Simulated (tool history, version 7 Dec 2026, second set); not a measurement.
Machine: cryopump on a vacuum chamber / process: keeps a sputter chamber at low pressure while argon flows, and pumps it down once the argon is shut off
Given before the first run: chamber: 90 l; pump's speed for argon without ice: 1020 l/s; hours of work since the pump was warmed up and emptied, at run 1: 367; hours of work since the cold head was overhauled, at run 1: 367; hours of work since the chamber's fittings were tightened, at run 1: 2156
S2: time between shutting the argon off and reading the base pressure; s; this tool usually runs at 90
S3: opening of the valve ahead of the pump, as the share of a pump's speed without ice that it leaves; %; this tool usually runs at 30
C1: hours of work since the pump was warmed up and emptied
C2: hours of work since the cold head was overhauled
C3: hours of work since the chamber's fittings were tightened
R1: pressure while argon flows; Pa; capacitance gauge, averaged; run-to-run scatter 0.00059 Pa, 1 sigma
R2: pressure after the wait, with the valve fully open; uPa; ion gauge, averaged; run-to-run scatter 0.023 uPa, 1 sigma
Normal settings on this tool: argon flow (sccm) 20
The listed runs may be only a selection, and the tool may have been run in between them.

{"run": 1, "hour": 0.0, "argon flow (sccm)": 20, "S2": 90, "S3": 30, "C1": 367, "C2": 367, "C3": 2156, "R1": 0.1141, "R2": 1.22}
{"run": 2, "hour": 16.1, "argon flow (sccm)": 20, "S2": 90, "S3": 30, "C1": 373, "C2": 373, "C3": 2162, "R1": 0.1141, "R2": 1.28}
{"run": 3, "hour": 27.1, "argon flow (sccm)": 20, "S2": 90, "S3": 30, "C1": 378, "C2": 378, "C3": 2167, "R1": 0.1141, "R2": 1.26}
{"run": 4, "hour": 41.9, "argon flow (sccm)": 20, "S2": 90, "S3": 30, "C1": 384, "C2": 384, "C3": 2173, "R1": 0.114, "R2": 1.24}
{"run": 5, "hour": 62.6, "argon flow (sccm)": 20, "S2": 90, "S3": 30, "C1": 393, "C2": 393, "C3": 2182, "R1": 0.1156, "R2": 1.29}
{"run": 6, "hour": 78.5, "argon flow (sccm)": 20, "S2": 90, "S3": 30, "C1": 400, "C2": 400, "C3": 2189, "R1": 0.1137, "R2": 1.22}
{"run": 7, "hour": 101.9, "argon flow (sccm)": 20, "S2": 90, "S3": 30, "C1": 410, "C2": 410, "C3": 2199, "R1": 0.1153, "R2": 1.29}
{"run": 8, "hour": 116.6, "argon flow (sccm)": 20, "S2": 90, "S3": 30, "C1": 416, "C2": 416, "C3": 2205, "R1": 0.1148, "R2": 1.32}
{"run": 9, "hour": 134.2, "argon flow (sccm)": 20, "S2": 90, "S3": 30, "C1": 423, "C2": 423, "C3": 2212, "R1": 0.1152, "R2": 1.22}
{"run": 10, "hour": 151.4, "argon flow (sccm)": 20, "S2": 90, "S3": 30, "C1": 430, "C2": 430, "C3": 2220, "R1": 0.1133, "R2": 1.25}
{"run": 11, "hour": 170.6, "argon flow (sccm)": 20, "S2": 90, "S3": 30, "C1": 439, "C2": 439, "C3": 2228, "R1": 0.1154, "R2": 1.26}
{"run": 12, "hour": 193.3, "argon flow (sccm)": 20, "S2": 90, "S3": 30, "C1": 448, "C2": 448, "C3": 2237, "R1": 0.1149, "R2": 1.31}
{"run": 13, "hour": 205.0, "argon flow (sccm)": 20, "S2": 90, "S3": 30, "C1": 453, "C2": 453, "C3": 2242, "R1": 0.1151, "R2": 1.32}
{"run": 14, "hour": 230.9, "argon flow (sccm)": 20, "S2": 90, "S3": 30, "C1": 464, "C2": 464, "C3": 2253, "R1": 0.1164, "R2": 1.33}
{"run": 15, "hour": 253.7, "argon flow (sccm)": 20, "S2": 90, "S3": 30, "C1": 474, "C2": 474, "C3": 2263, "R1": 0.1156, "R2": 1.27}
{"run": 16, "hour": 269.3, "argon flow (sccm)": 20, "S2": 90, "S3": 30, "C1": 480, "C2": 480, "C3": 2269, "R1": 0.1154, "R2": 1.28}
{"run": 17, "hour": 284.8, "argon flow (sccm)": 20, "S2": 90, "S3": 30, "C1": 487, "C2": 487, "C3": 2276, "R1": 0.114, "R2": 1.32}
{"run": 18, "hour": 300.7, "argon flow (sccm)": 17, "S2": 174, "S3": 31, "C1": 493, "C2": 493, "C3": 2283, "R1": 0.0953, "R2": 1.11}
{"run": 19, "hour": 312.6, "argon flow (sccm)": 20, "S2": 90, "S3": 38, "C1": 498, "C2": 498, "C3": 2288, "R1": 0.0935, "R2": 1.27}
{"run": 20, "hour": 327.2, "argon flow (sccm)": 15, "S2": 39, "S3": 49, "C1": 505, "C2": 505, "C3": 2294, "R1": 0.0543, "R2": 1.93}
{"run": 21, "hour": 338.5, "argon flow (sccm)": 28, "S2": 77, "S3": 30, "C1": 509, "C2": 509, "C3": 2299, "R1": 0.1623, "R2": 1.4}
{"run": 22, "hour": 350.1, "argon flow (sccm)": 20, "S2": 153, "S3": 30, "C1": 514, "C2": 514, "C3": 2303, "R1": 0.1167, "R2": 1.15}
{"run": 23, "hour": 376.4, "argon flow (sccm)": 10, "S2": 90, "S3": 23, "C1": 525, "C2": 525, "C3": 2315, "R1": 0.0743, "R2": 1.36}
{"run": 24, "hour": 398.4, "argon flow (sccm)": 10, "S2": 90, "S3": 23, "C1": 535, "C2": 535, "C3": 2324, "R1": 0.0749, "R2": 1.34}
{"run": 25, "hour": 418.5, "argon flow (sccm)": 10, "S2": 90, "S3": 23, "C1": 543, "C2": 543, "C3": 2332, "R1": 0.0758, "R2": 1.28}
{"run": 26, "hour": 429.5, "argon flow (sccm)": 10, "S2": 163, "S3": 34, "C1": 548, "C2": 548, "C3": 2337, "R1": 0.0518, "R2": 1.14}
{"run": 27, "hour": 451.9, "argon flow (sccm)": 35, "S2": 163, "S3": 26, "C1": 557, "C2": 557, "C3": 2346, "R1": 0.2352, "R2": 1.14}
{"run": 28, "hour": 476.2, "argon flow (sccm)": 35, "S2": 163, "S3": 26, "C1": 568, "C2": 568, "C3": 2357, "R1": 0.2328, "R2": 1.19}
{"run": 29, "hour": 498.7, "argon flow (sccm)": 35, "S2": 207, "S3": 27, "C1": 577, "C2": 577, "C3": 2366, "R1": 0.2255, "R2": 1.1}
{"run": 30, "hour": 517.0, "argon flow (sccm)": 20, "S2": 210, "S3": 28, "C1": 585, "C2": 585, "C3": 2374, "R1": 0.1246, "R2": 1.12}
{"run": 31, "hour": 537.8, "argon flow (sccm)": 20, "S2": 210, "S3": 28, "C1": 594, "C2": 594, "C3": 2383, "R1": 0.125, "R2": 1.17}
{"run": 32, "hour": 549.5, "argon flow (sccm)": 27, "S2": 288, "S3": 48, "C1": 598, "C2": 598, "C3": 2388, "R1": 0.1007, "R2": 1.04}
{"run": 33, "hour": 570.9, "argon flow (sccm)": 27, "S2": 86, "S3": 35, "C1": 608, "C2": 608, "C3": 2397, "R1": 0.1365, "R2": 1.41}
{"run": 34, "hour": 589.5, "argon flow (sccm)": 27, "S2": 86, "S3": 35, "C1": 615, "C2": 615, "C3": 2405, "R1": 0.136, "R2": 1.33}

4 options for the next run, each taken on its own from the tool as it stands now. Forecast them:
{"run": "A", "hour": 604.3, "argon flow (sccm)": 38, "S2": 35, "S3": 30, "C1": 622, "C2": 622, "C3": 2411, "R1": "?", "R2": "?"}
{"run": "B", "hour": 604.3, "argon flow (sccm)": 15, "S2": 160, "S3": 18, "C1": 622, "C2": 622, "C3": 2411, "R1": "?", "R2": "?"}
{"run": "C", "hour": 604.3, "argon flow (sccm)": 20, "S2": 28, "S3": 41, "C1": 622, "C2": 622, "C3": 2411, "R1": "?", "R2": "?"}
{"run": "D", "hour": 604.3, "argon flow (sccm)": 27, "S2": 29, "S3": 35, "C1": 622, "C2": 622, "C3": 2411, "R1": "?", "R2": "?"}

run=A R1=0.2236 R2=2.07
run=B R1=0.1425 R2=1.19
run=C R1=0.0864 R2=2.31
run=D R1=0.1371 R2=2.27
Had the tool no hidden state, the same runs would have come out as:
run=A R1=0.211 R2=1.42
run=B R1=0.1375 R2=0.54
run=C R1=0.0798 R2=1.68
run=D R1=0.1283 R2=1.63
